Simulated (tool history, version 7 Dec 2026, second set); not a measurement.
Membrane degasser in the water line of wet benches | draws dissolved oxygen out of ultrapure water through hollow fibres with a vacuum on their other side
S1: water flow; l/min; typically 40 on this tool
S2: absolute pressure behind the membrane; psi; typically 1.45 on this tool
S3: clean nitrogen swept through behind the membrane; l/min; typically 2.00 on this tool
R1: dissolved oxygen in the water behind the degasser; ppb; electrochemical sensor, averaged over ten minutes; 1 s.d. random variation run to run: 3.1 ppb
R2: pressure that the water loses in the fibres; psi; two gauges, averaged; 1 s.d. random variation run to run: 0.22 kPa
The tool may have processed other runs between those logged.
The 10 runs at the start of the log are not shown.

| run | day | S1 | S2 | S3 | R1 | R2 |
|---|---|---|---|---|---|---|
| 11 | 44.546 | 40 | 0.99 | 2.00 | 189.3 | 8.205 |
| 12 | 48.683 | 40 | 0.99 | 2.00 | 190.5 | 8.164 |
| 13 | 52.154 | 40 | 1.45 | 3.09 | 228.4 | 8.095 |
|  | 52.592 | seals of the vacuum lines changed |
| 14 | 55.708 | 40 | 1.45 | 3.09 | 225.7 | 8.211 |
| 15 | 61.188 | 40 | 1.45 | 3.81 | 189.3 | 8.224 |
| 16 | 66.712 | 55 | 1.45 | 3.81 | 272.5 | 11.258 |
| 17 | 72.392 | 55 | 1.45 | 3.81 | 271.6 | 11.294 |
| 18 | 75.375 | 30 | 1.15 | 5.00 | 78.6 | 6.215 |
| 19 | 78.854 | 28 | 3.07 | 5.00 | 250.0 | 5.775 |
| 20 | 83.608 | 32 | 0.87 | 5.00 | 56.9 | 6.646 |
| 21 | 87.212 | 58 | 2.48 | 2.00 | 851.2 | 12.057 |
| 22 | 92.842 | 58 | 2.48 | 2.00 | 846.4 | 12.024 |
| 23 | 95.500 | 58 | 2.48 | 2.00 | 854.1 | 11.992 |
| 24 | 99.496 | 58 | 2.48 | 2.00 | 850.2 | 12.027 |
| 25 | 106.012 | 58 | 2.48 | 2.00 | 860.8 | 12.083 |
| 26 | 111.712 | 58 | 2.48 | 2.00 | 842.2 | 12.082 |
| 27 | 114.850 | 44 | 1.45 | 3.05 | 263.4 | 9.181 |
| 28 | 117.500 | 44 | 1.45 | 0.84 | 707.4 | 9.190 |
| 29 | 121.625 | 44 | 1.45 | 0.84 | 709.1 | 9.239 |
| 30 | 125.771 | 44 | 1.45 | 5.13 | 171.7 | 9.198 |
| 31 | 131.133 | 40 | 2.49 | 1.66 | 714.7 | 8.403 |
| 32 | 137.133 | 40 | 2.49 | 1.66 | 718.7 | 8.457 |
| 33 | 141.692 | 40 | 3.38 | 2.34 | 762.1 | 8.418 |

3 options for the next run, each taken on its own from the tool as it stands now. Forecast them:
| A | 147.642 | 36 | 2.73 | 2.00 | ? | ? |
| B | 147.642 | 39 | 2.99 | 0.92 | ? | ? |
| C | 147.642 | 36 | 1.45 | 2.00 | ? | ? |

| run | R1 | R2 |
|---|---|---|
| A | 630.9 | 7.587 |
| B | 1355.2 | 8.212 |
| C | 306.3 | 7.571 |
What these runs would have given with no unlogged condition in the tool:
| run | R1 | R2 |
|---|---|---|
| A | 599.4 | 7.130 |
| B | 1304.1 | 7.716 |
| C | 274.2 | 7.113 |

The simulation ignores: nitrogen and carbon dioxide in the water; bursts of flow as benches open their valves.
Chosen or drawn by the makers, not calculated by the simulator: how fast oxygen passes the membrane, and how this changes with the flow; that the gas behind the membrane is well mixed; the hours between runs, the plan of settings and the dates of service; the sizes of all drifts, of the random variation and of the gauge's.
